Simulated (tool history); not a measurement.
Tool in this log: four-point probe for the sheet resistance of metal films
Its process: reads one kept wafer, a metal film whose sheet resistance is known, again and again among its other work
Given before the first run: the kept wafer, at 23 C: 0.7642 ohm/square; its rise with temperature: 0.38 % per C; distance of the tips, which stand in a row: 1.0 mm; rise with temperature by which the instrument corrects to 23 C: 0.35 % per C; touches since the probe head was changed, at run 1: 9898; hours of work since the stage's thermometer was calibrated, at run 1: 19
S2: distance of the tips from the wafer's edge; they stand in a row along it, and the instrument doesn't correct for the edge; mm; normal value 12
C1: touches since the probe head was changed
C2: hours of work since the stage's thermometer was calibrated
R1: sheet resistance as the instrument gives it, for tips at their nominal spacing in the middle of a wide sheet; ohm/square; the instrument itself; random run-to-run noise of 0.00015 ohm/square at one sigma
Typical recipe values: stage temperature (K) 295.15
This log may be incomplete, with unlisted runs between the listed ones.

Run 1, hour 0: usual settings; C1 9898; C2 19. Result: R1 0.772545 ohm/square.
Run 2, hour 19.1: usual settings but stage temperature (K) 304.15; C1 10297; C2 29. Result: R1 0.774931 ohm/square.
Run 3, hour 45: usual settings but stage temperature (K) 304.15; C1 10836; C2 42. Result: R1 0.775235 ohm/square.
Run 4, hour 81.1: usual settings but stage temperature (K) 304.15; C1 11589; C2 60. Result: R1 0.775025 ohm/square.
Run 5, hour 108.2: usual settings; C1 12153; C2 73. Result: R1 0.772896 ohm/square.
Run 6, hour 128.6: usual settings; C1 12579; C2 83. Result: R1 0.772773 ohm/square.
Run 7, hour 163.5: usual settings but S2 7 mm; C1 13307; C2 101. Result: R1 0.77853 ohm/square.
Run 8, hour 192.6: usual settings but S2 7 mm; C1 13914; C2 115. Result: R1 0.778821 ohm/square.
Run 9, hour 220.8: usual settings but stage temperature (K) 296.15; C1 14502; C2 130. Result: R1 0.773469 ohm/square.
Run 10, hour 251.3: usual settings but stage temperature (K) 308.15; C1 15136; C2 145. Result: R1 0.776659 ohm/square.
Run 11, hour 272.1: usual settings but stage temperature (K) 308.15; C1 15571; C2 155. Result: R1 0.776856 ohm/square.
At hour 276.2: stage's thermometer calibrated.
Run 12, hour 305.8: usual settings but stage temperature (K) 308.15, S2 27 mm; C1 16262; C2 15. Result: R1 0.774619 ohm/square.
Run 13, hour 340.7: usual settings but stage temperature (K) 308.15, S2 27 mm; C1 16991; C2 32. Result: R1 0.774629 ohm/square.
At hour 343.6: stage's thermometer calibrated, once more.
Run 14, hour 379.8: usual settings but stage temperature (K) 308.15, S2 27 mm; C1 17795; C2 18. Result: R1 0.774964 ohm/square.
Run 15, hour 419.9: usual settings but stage temperature (K) 308.15, S2 10 mm; C1 18630; C2 38. Result: R1 0.778589 ohm/square.
Run 16, hour 437.5: usual settings but stage temperature (K) 301.15; C1 18998; C2 47. Result: R1 0.775516 ohm/square.
Run 17, hour 462.7: usual settings but stage temperature (K) 301.15; C1 19523; C2 60. Result: R1 0.775612 ohm/square.
Run 18, hour 487.9: usual settings but stage temperature (K) 301.15, S2 52 mm; C1 20048; C2 72. Result: R1 0.772719 ohm/square.
Run 19, hour 526.8: usual settings but stage temperature (K) 301.15, S2 3 mm; C1 20858; C2 92. Result: R1 0.816218 ohm/square.
Run 20, hour 543.3: usual settings but stage temperature (K) 301.15, S2 4 mm; C1 21202; C2 100. Result: R1 0.798145 ohm/square.
Run 21, hour 568.1: usual settings but stage temperature (K) 302.15, S2 26 mm; C1 21720; C2 112. Result: R1 0.773638 ohm/square.
Run 22, hour 603.8: usual settings but stage temperature (K) 302.15, S2 26 mm; C1 22464; C2 130. Result: R1 0.773959 ohm/square.
Run 23, hour 641.9: usual settings but stage temperature (K) 302.15, S2 26 mm; C1 23258; C2 149. Result: R1 0.773995 ohm/square.
Run 24, hour 680.2: usual settings but stage temperature (K) 304.15, S2 10 mm; C1 24056; C2 168. Result: R1 0.77819 ohm/square.
Run 25, hour 703.8: usual settings but stage temperature (K) 304.15, S2 10 mm; C1 24550; C2 180. Result: R1 0.778297 ohm/square.
Run 26, hour 726: usual settings but stage temperature (K) 293.15; C1 25012; C2 191. Result: R1 0.773804 ohm/square.
Run 27, hour 752.3: usual settings but stage temperature (K) 305.15; C1 25561; C2 204. Result: R1 0.777439 ohm/square.
Run 28, hour 780.6: usual settings but stage temperature (K) 300.15, S2 3 mm; C1 26151; C2 219. Result: R1 0.817064 ohm/square.
Run 29, hour 799.8: usual settings but stage temperature (K) 300.15, S2 3 mm; C1 26549; C2 228. Result: R1 0.816811 ohm/square.
Run 30, hour 817.7: usual settings but stage temperature (K) 299.15, S2 25 mm; C1 26923; C2 237. Result: R1 0.773739 ohm/square.
Run 31, hour 848.7: usual settings but stage temperature (K) 307.15, S2 58 mm; C1 27570; C2 253. Result: R1 0.775626 ohm/square.
Run 32, hour 887.2: usual settings but stage temperature (K) 307.15, S2 37 mm; C1 28372; C2 272. Result: R1 0.77566 ohm/square.
Run 33, hour 916.6: usual settings but stage temperature (K) 307.15, S2 9 mm; C1 28984; C2 287. Result: R1 0.780613 ohm/square.
Run 34, hour 942.8: usual settings but stage temperature (K) 307.15, S2 9 mm; C1 29531; C2 300. Result: R1 0.780773 ohm/square.
Run 35, hour 980.4: usual settings but stage temperature (K) 307.15, S2 9 mm; C1 30314; C2 319. Result: R1 0.780561 ohm/square.

Here are 3 independent what-if runs from the current tool condition. What would each one return?
Run A, hour 1005.9: usual settings but stage temperature (K) 291.15, S2 10 mm; C1 30845; C2 331. Result: R1 ?.
Run B, hour 1005.9: usual settings but stage temperature (K) 301.15, S2 46 mm; C1 30845; C2 331. Result: R1 ?.
Run C, hour 1005.9: usual settings but stage temperature (K) 307.15, S2 10 mm; C1 30845; C2 331. Result: R1 ?.

run        R1
  A  0.775783
  B  0.774628
  C  0.779623
Stripped of hidden state, with their random variation kept, the same runs would have yielded:
run        R1
  A  0.767097
  B  0.765944
  C  0.770882
